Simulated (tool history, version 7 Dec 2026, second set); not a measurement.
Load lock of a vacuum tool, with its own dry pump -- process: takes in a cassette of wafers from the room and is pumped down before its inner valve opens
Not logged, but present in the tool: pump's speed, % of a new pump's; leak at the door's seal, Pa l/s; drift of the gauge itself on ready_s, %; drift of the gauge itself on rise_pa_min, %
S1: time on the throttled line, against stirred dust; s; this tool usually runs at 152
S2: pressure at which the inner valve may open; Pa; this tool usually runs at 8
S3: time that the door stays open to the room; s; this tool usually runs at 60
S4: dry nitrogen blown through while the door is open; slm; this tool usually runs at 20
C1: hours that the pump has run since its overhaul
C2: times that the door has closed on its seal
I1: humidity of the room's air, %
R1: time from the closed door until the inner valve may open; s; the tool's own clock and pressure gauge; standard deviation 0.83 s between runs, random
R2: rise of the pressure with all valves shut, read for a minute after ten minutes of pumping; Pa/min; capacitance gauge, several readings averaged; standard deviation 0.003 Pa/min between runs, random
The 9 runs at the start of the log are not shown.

run 10 hour=1176.4 | S1=101 S2=8 S3=60 S4=20 | C1=6802 C2=20735 | I1=41 | R1=173.6 R2=0.048
run 11 hour=1261 | S1=152 S2=8 S3=26 S4=20 | C1=6887 C2=20960 | I1=45.6 | R1=219.4 R2=0.029
-- hour=1418.1 door's seal changed, seat wiped
run 12 hour=1431 | S1=152 S2=8 S3=26 S4=20 | C1=7055 C2=34 | I1=45.8 | R1=217.4 R2=0.034
run 13 hour=1601.9 | S1=152 S2=8 S3=26 S4=20 | C1=7226 C2=490 | I1=41.2 | R1=218 R2=0.03
run 14 hour=1688.6 | S1=152 S2=8 S3=26 S4=20 | C1=7313 C2=721 | I1=45.3 | R1=220.4 R2=0.031
run 15 hour=1874 | S1=152 S2=8 S3=60 S4=20 | C1=7498 C2=1216 | I1=43.9 | R1=219.4 R2=0.056
run 16 hour=2017.3 | S1=152 S2=8 S3=60 S4=20 | C1=7641 C2=1598 | I1=45.7 | R1=217.8 R2=0.056
run 17 hour=2112.7 | S1=85 S2=8 S3=60 S4=20 | C1=7737 C2=1853 | I1=45.1 | R1=161 R2=0.052
run 18 hour=2275.3 | S1=85 S2=8 S3=60 S4=20 | C1=7899 C2=2287 | I1=45.5 | R1=160.5 R2=0.053
run 19 hour=2368.9 | S1=152 S2=6 S3=72 S4=6 | C1=7993 C2=2536 | I1=44.7 | R1=222.3 R2=0.084
run 20 hour=2556.6 | S1=152 S2=6 S3=72 S4=6 | C1=8181 C2=3037 | I1=43.1 | R1=223 R2=0.08
run 21 hour=2661.8 | S1=152 S2=8 S3=40 S4=35 | C1=8286 C2=3318 | I1=44.8 | R1=218.2 R2=0.032
run 22 hour=2791.3 | S1=152 S2=8 S3=40 S4=35 | C1=8415 C2=3663 | I1=44.7 | R1=220.6 R2=0.035
run 23 hour=2978.1 | S1=77 S2=8 S3=165 S4=35 | C1=8602 C2=4161 | I1=45.3 | R1=153.8 R2=0.073
run 24 hour=3132.8 | S1=77 S2=8 S3=165 S4=35 | C1=8757 C2=4574 | I1=43.2 | R1=153.7 R2=0.068
run 25 hour=3312 | S1=77 S2=8 S3=165 S4=35 | C1=8936 C2=5052 | I1=43.6 | R1=154.5 R2=0.07
run 26 hour=3466.6 | S1=146 S2=7 S3=40 S4=16 | C1=9091 C2=5464 | I1=47.7 | R1=215.1 R2=0.05
run 27 hour=3608.1 | S1=152 S2=8 S3=60 S4=5 | C1=9232 C2=5842 | I1=42.7 | R1=219.8 R2=0.074
run 28 hour=3774.2 | S1=152 S2=8 S3=167 S4=5 | C1=9398 C2=6285 | I1=42.3 | R1=220.9 R2=0.133
run 29 hour=3962 | S1=301 S2=12 S3=62 S4=11 | C1=9586 C2=6786 | I1=47.2 | R1=342.7 R2=0.07
run 30 hour=4067.4 | S1=115 S2=9 S3=56 S4=13 | C1=9691 C2=7067 | I1=45 | R1=186.9 R2=0.058
run 31 hour=4215.9 | S1=136 S2=15 S3=31 S4=13 | C1=9840 C2=7464 | I1=47 | R1=199.5 R2=0.044
run 32 hour=4403.5 | S1=152 S2=8 S3=177 S4=38 | C1=10028 C2=7964 | I1=45.3 | R1=218.7 R2=0.076
run 33 hour=4540.7 | S1=197 S2=8 S3=118 S4=20 | C1=10165 C2=8330 | I1=50.2 | R1=258 R2=0.091

Consider 4 possible next runs. They are alternatives, not a sequence: every one starts from the tool as it was left by run 33. What does each give?
run A hour=4629.8 | S1=167 S2=8 S3=60 S4=20 | C1=10254 C2=8568 | I1=47.8 | R1=? R2=?
run B hour=4629.8 | S1=288 S2=8 S3=88 S4=5 | C1=10254 C2=8568 | I1=48.3 | R1=? R2=?
run C hour=4629.8 | S1=250 S2=8 S3=40 S4=15 | C1=10254 C2=8568 | I1=46 | R1=? R2=?
run D hour=4629.8 | S1=83 S2=8 S3=155 S4=4 | C1=10254 C2=8568 | I1=44 | R1=? R2=?

run=A R1=232.1 R2=0.061
run=B R1=337.8 R2=0.106
run=C R1=305.8 R2=0.045
run=D R1=159 R2=0.131
Take away the tool's hidden state, keep each run's random variation, and the runs would have read:
run=A R1=232 R2=0.06
run=B R1=337.7 R2=0.106
run=C R1=305.7 R2=0.044
run=D R1=158.9 R2=0.131

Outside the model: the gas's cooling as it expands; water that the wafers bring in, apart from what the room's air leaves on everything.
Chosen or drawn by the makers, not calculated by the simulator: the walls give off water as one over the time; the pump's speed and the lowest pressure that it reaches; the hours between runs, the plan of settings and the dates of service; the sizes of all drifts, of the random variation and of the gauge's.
